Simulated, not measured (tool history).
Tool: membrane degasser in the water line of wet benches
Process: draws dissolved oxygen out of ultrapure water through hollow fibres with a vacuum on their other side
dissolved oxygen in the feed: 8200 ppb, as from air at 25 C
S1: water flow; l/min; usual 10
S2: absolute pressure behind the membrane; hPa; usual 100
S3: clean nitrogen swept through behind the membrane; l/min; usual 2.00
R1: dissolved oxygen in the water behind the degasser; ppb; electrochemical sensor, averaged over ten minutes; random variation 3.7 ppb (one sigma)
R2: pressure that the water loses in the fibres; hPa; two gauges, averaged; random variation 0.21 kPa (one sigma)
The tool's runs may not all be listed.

run    hour  S1   S2    S3      R1     R2
  1     0.0  10  100  2.00   383.0  507.1
  2    74.0  10  100  2.00   379.2  504.1
  3   111.5   8  100  2.00   247.9  407.4
  4   186.3   8  100  2.00   250.1  408.9
  5   248.2   8  100  4.12   220.2  406.8
  6   290.6  10   63  2.00   340.7  506.5
  7   363.8  10   63  2.00   338.9  510.1
  8   437.1  10   63  2.00   336.2  508.1
  9   483.4  16  100  2.00   803.6  814.3
 10   528.5  16  211  2.00   974.7  816.3
 11   578.1  16  211  2.00   961.7  813.8
 12   622.4  10  100  0.88   482.1  508.0
 13   680.2  10  100  2.03   380.9  509.5
 14   726.4  10  100  2.03   382.1  510.0
 15   773.8  10  100  2.03   381.6  510.2
 16   810.0  10  189  2.00   488.9  507.2
 17   874.3   8   70  2.92   214.0  411.7
 18   934.7   8   70  2.92   215.5  409.4
 19   979.6  13  141  2.91   600.3  660.2
 20  1053.5  13  141  2.90   610.8  661.9
 21  1113.9  11   65  0.96   448.5  565.9
 22  1181.2  14  158  0.99   918.1  717.6
 23  1244.6  14  158  0.99   921.2  711.8
 24  1299.0  16  134  0.99  1019.4  811.3
 25  1349.3  10  174  2.00   470.3  510.3
 26  1413.4  10  174  2.00   463.9  510.2
 27  1483.6  14   70  4.61   597.7  719.8
 28  1557.7  14   70  4.61   592.6  712.5
 29  1615.9  10   74  5.14   330.7  513.6
 30  1690.1   9  107  2.00   333.2  463.9
 31  1741.5   9  107  2.00   330.5  459.4
 32  1814.4  10  128  4.85   363.8  512.3

3 ways to go on from here, each from the tool as it stands after run 32. What would each give?
  A  1876.6  12   75  2.50   ?   ?
  B  1876.6  10  128  4.85   ?   ?
  C  1876.6  13  189  4.85   ?   ?

run     R1     R2
  A  482.0  613.9
  B  357.2  512.6
  C  585.3  663.9
Without the tool's hidden state the same runs would have given:
run     R1     R2
  A  451.9  599.9
  B  332.9  500.9
  C  552.3  648.7
